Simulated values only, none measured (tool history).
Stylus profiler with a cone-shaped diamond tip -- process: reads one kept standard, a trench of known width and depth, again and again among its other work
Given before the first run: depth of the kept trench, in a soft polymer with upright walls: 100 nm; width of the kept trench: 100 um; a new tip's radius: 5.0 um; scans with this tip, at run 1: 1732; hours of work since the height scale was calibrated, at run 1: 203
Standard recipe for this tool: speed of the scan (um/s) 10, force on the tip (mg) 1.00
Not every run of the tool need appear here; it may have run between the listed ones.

run   hour  speed of the scan (um/s)  force on the tip (mg)  scans with this tip  hours of work since the height scale was calibrated  depth of the trench (Å)  width of the trench's floor (um)
  1    0.0                        10                   1.00                 1732                                                  203                   1006.8                             97.83
  2   19.9                        10                   1.00                 1804                                                  211                   1005.6                             97.77
  3   30.1                         7                   1.00                 1841                                                  216                   1007.2                             97.84
  4   47.0                         7                   1.00                 1903                                                  223                   1005.5                             97.83
  5   63.7                         7                   1.00                 1963                                                  230                   1006.2                             97.82
  6   80.6                         7                   1.00                 2025                                                  237                   1006.0                             97.79
  7   96.4                         7                   1.00                 2082                                                  244                   1005.1                             97.82
  8  108.1                         7                   1.00                 2124                                                  249                   1006.0                             97.79
  9  121.5                         7                   1.00                 2173                                                  255                   1007.3                             97.76
 10  139.3                        10                   1.00                 2237                                                  262                   1005.9                             97.76
 11  158.4                        10                   1.00                 2307                                                  270                   1005.9                             97.81
 12  170.3                        10                   1.00                 2350                                                  275                   1005.0                             97.80
 13  178.7                        10                   1.00                 2380                                                  279                   1006.0                             97.73
 14  192.6                        10                   1.00                 2431                                                  285                   1005.8                             97.74
 15  200.8                        10                   1.00                 2460                                                  288                   1004.4                             97.78
 16  214.0                        10                   1.00                 2508                                                  294                   1006.5                             97.75
 17  229.8                        10                   1.00                 2566                                                  301                   1006.3                             97.76
 18  242.7                        10                   0.78                 2612                                                  306                   1004.9                             97.69
 19  255.4                         6                   0.77                 2658                                                  312                   1005.9                             97.74
 20  272.1                        12                   1.90                 2719                                                  319                   1009.3                             97.72
 21  292.0                        27                   0.38                 2791                                                  327                   1002.0                             97.48
 22  303.1                        27                   0.38                 2831                                                  332                   1003.4                             97.49
 23  312.8                         3                   0.55                 2867                                                  336                   1002.9                             97.76
 24  330.2                         3                   0.55                 2930                                                  343                   1004.1                             97.78
 25  349.3                         7                   1.11                 2999                                                  351                   1006.8                             97.76
 26  365.0                        29                   0.43                 3056                                                  358                   1002.0                             97.46
 27  384.8                        16                   2.11                 3128                                                  367                   1010.3                             97.72
 28  399.6                        10                   0.84                 3182                                                  373                   1004.1                             97.72
 29  408.7                        10                   0.84                 3214                                                  377                   1003.4                             97.70
 30  426.8                        26                   2.37                 3280                                                  384                   1009.1                             97.60
 31  446.5                         2                   1.79                 3351                                                  393                   1009.6                             97.73
 32  457.1                        19                   0.75                 3390                                                  397                   1003.3                             97.62
 33  476.5                        25                   2.37                 3460                                                  405                   1009.9                             97.65
 34  487.0                        25                   2.37                 3498                                                  410                   1010.1                             97.63
 35  502.5                        15                   0.93                 3555                                                  417                   1005.1                             97.70

Branching from run 35: 3 alternative next runs. What would each branch give?
  A  510.8                        39                   2.82                 3585                                                  420                        ?                                 ?
  B  510.8                         4                   1.19                 3585                                                  420                        ?                                 ?
  C  510.8                        27                   0.44                 3585                                                  420                        ?                                 ?

run  depth of the trench (Å)  width of the trench's floor (um)
  A                   1011.1                             97.58
  B                   1007.0                             97.77
  C                   1003.4                             97.46
Had the tool no hidden state, the same runs would have come out as:
run  depth of the trench (Å)  width of the trench's floor (um)
  A                   1012.9                             97.82
  B                   1008.8                             98.01
  C                   1005.2                             97.70
